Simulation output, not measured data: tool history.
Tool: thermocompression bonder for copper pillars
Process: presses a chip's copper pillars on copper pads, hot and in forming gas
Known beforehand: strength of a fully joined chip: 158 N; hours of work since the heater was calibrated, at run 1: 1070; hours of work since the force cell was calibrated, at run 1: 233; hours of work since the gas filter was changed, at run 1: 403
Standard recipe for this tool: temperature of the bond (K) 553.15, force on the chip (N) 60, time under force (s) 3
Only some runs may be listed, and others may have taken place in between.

| run | hour | temperature of the bond (K) | force on the chip (N) | time under force (s) | hours of work since the heater was calibrated | hours of work since the force cell was calibrated | hours of work since the gas filter was changed | force that shears a chip off (N) |
|---|---|---|---|---|---|---|---|---|
| 1 | 0 | 553.15 | 60 | 3 | 1070 | 233 | 403 | 87.5 |
| 2 | 22.3 | 553.15 | 60 | 3 | 1085 | 248 | 418 | 87.2 |
| 3 | 44.6 | 553.15 | 60 | 3 | 1100 | 263 | 433 | 86.9 |
| 4 | 62.5 | 553.15 | 60 | 3 | 1112 | 275 | 445 | 87.5 |
| 5 | 75.5 | 553.15 | 60 | 3 | 1121 | 284 | 454 | 86.9 |
|  | 81.9 | forming gas filter changed |
| 6 | 101.9 | 553.15 | 60 | 3 | 1139 | 302 | 14 | 92.7 |
| 7 | 118.6 | 553.15 | 60 | 3 | 1150 | 313 | 25 | 92.2 |
| 8 | 141.5 | 536.15 | 86 | 2 | 1166 | 329 | 41 | 85.2 |
| 9 | 167.4 | 553.15 | 42 | 5 | 1184 | 347 | 58 | 84.7 |
| 10 | 179.9 | 561.15 | 74 | 3 | 1192 | 355 | 67 | 113.9 |
| 11 | 197.4 | 575.15 | 44 | 3 | 1204 | 367 | 79 | 94.9 |
|  | 201.5 | heater calibrated with a thermocouple chip |
| 12 | 219.7 | 554.15 | 60 | 5 | 12 | 381 | 93 | 104.1 |

Branching from run 12: 4 alternative next runs. What would each branch give?
| A | 233.5 | 549.15 | 51 | 6 | 22 | 390 | 102 | ? |
| B | 233.5 | 540.15 | 60 | 5 | 22 | 390 | 102 | ? |
| C | 233.5 | 554.15 | 67 | 2 | 22 | 390 | 102 | ? |
| D | 233.5 | 565.15 | 66 | 7 | 22 | 390 | 102 | ? |

| run | force that shears a chip off (N) |
|---|---|
| A | 93.4 |
| B | 88.3 |
| C | 85.2 |
| D | 129.5 |
With no hidden state in the tool, these same runs would have given:
| run | force that shears a chip off (N) |
|---|---|
| A | 93.5 |
| B | 88.3 |
| C | 85.3 |
| D | 130.5 |
